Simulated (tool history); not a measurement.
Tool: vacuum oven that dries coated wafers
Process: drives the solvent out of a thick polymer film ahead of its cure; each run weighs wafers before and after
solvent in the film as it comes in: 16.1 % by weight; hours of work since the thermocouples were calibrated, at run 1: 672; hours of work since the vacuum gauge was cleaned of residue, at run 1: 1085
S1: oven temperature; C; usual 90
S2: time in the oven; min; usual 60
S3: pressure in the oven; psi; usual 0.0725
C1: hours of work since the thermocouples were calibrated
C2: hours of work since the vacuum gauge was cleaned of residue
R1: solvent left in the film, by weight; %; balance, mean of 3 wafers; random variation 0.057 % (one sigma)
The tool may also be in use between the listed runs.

run	hour	S1	S2	S3	C1	C2	R1
1	0.0	90	60	0.0725	672	1085	3.35
2	47.3	90	60	0.0895	708	1121	3.49
3	121.9	90	60	0.0895	765	1177	3.48
# hour 176.9: oven's thermocouples calibrated
4	183.8	90	60	0.0725	5	1223	3.31
5	234.0	90	60	0.0725	43	1261	3.29
6	313.8	90	60	0.0725	104	1322	3.35
7	352.0	90	60	0.0725	133	1351	3.39
8	414.1	90	60	0.0725	180	1398	3.27
# hour 441.6: oven's thermocouples calibrated, once more
9	488.4	93	60	0.0725	36	1453	3.13
10	560.9	90	55	0.0725	91	1508	3.88
11	613.0	90	60	0.0725	130	1548	3.78
12	655.9	90	60	0.0725	163	1580	3.60
13	738.6	90	60	0.0725	226	1643	3.74
14	775.2	90	60	0.0725	254	1671	3.63
15	816.4	90	50	0.0725	285	1703	4.28
16	884.1	90	50	0.0725	336	1754	4.28
17	946.0	88	60	0.0674	384	1801	4.03
18	1016.8	95	74	0.0435	437	1855	2.21
19	1074.3	97	49	0.0725	481	1899	3.14
20	1127.2	85	32	0.1842	521	1939	8.21
21	1174.2	76	100	0.0725	557	1975	5.41
22	1220.3	76	100	0.0725	592	2010	5.45
# hour 1234.5: vacuum gauge cleaned of residue and calibrated
23	1264.9	78	83	0.0725	625	23	3.64
24	1307.5	87	51	0.0725	657	56	3.74
25	1362.5	87	51	0.0725	699	97	3.85
26	1418.4	87	35	0.1930	742	140	6.46
27	1457.7	90	60	0.1765	771	170	3.64
28	1493.9	103	60	0.0725	799	197	1.06
# hour 1503.0: oven's thermocouples calibrated
29	1544.9	103	60	0.0725	32	235	1.13
30	1626.1	90	60	0.2473	94	296	4.40

Forecast each of these 5 alternatives for the next run:
A	1707.5	77	45	0.0573	156	358	?
B	1707.5	90	61	0.0664	156	358	?
C	1707.5	90	100	0.1094	156	358	?
D	1707.5	104	45	0.1272	156	358	?
E	1707.5	83	60	0.1153	156	358	?

run	R1
A	6.75
B	2.90
C	2.01
D	2.16
E	4.84
Without the tool's hidden state the same runs would have given:
run	R1
A	6.55
B	2.73
C	1.81
D	2.06
E	4.64

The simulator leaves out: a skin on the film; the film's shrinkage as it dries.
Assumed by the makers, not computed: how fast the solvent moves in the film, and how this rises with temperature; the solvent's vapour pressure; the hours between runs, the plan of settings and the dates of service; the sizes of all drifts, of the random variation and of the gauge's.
